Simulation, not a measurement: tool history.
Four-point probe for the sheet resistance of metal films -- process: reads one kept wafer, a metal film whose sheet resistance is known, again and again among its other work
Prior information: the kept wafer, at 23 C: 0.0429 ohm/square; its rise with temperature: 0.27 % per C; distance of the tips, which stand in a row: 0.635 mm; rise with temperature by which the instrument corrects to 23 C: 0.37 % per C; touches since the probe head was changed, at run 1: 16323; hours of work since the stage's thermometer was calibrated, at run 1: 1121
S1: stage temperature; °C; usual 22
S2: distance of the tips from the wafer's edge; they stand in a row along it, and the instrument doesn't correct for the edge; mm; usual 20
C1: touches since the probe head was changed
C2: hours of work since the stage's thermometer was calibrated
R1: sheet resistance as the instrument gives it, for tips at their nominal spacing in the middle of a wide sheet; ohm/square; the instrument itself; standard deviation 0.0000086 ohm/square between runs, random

run	hour	S1	S2	C1	C2	R1
1	0	22	20	16323	1121	0.043139
2	18.6	22	20	16779	1135	0.043137
3	32.9	22	20	17130	1146	0.043122
4	49.8	22	20	17545	1159	0.043168
5	72	22	20	18090	1176	0.043149
6	85.3	22	20	18414	1187	0.043155
7	108.2	29	20	18977	1204	0.042871
# hour 109.9: stage's thermometer calibrated
8	134.8	29	20	19617	19	0.042902
9	159.4	29	8	20219	38	0.04302
10	179.6	26	60	20715	54	0.043005
11	192.2	26	60	21024	64	0.042996
12	203.2	30	73	21295	72	0.042839
13	227.1	30	70	21879	90	0.042856

Predict each of these 5 candidate next runs independently; none follows another, all start after run 13:
A	243.9	21	4	22294	104	?
B	243.9	19	25	22294	104	?
C	243.9	32	16	22294	104	?
D	243.9	24	20	22294	104	?
E	243.9	33	20	22294	104	?

run	R1
A	0.043811
B	0.043309
C	0.042819
D	0.043134
E	0.042761
The same runs, with their run-to-run variation unchanged, on a tool lacking any hidden condition would have given:
run	R1
A	0.043572
B	0.043073
C	0.042588
D	0.0429
E	0.04253
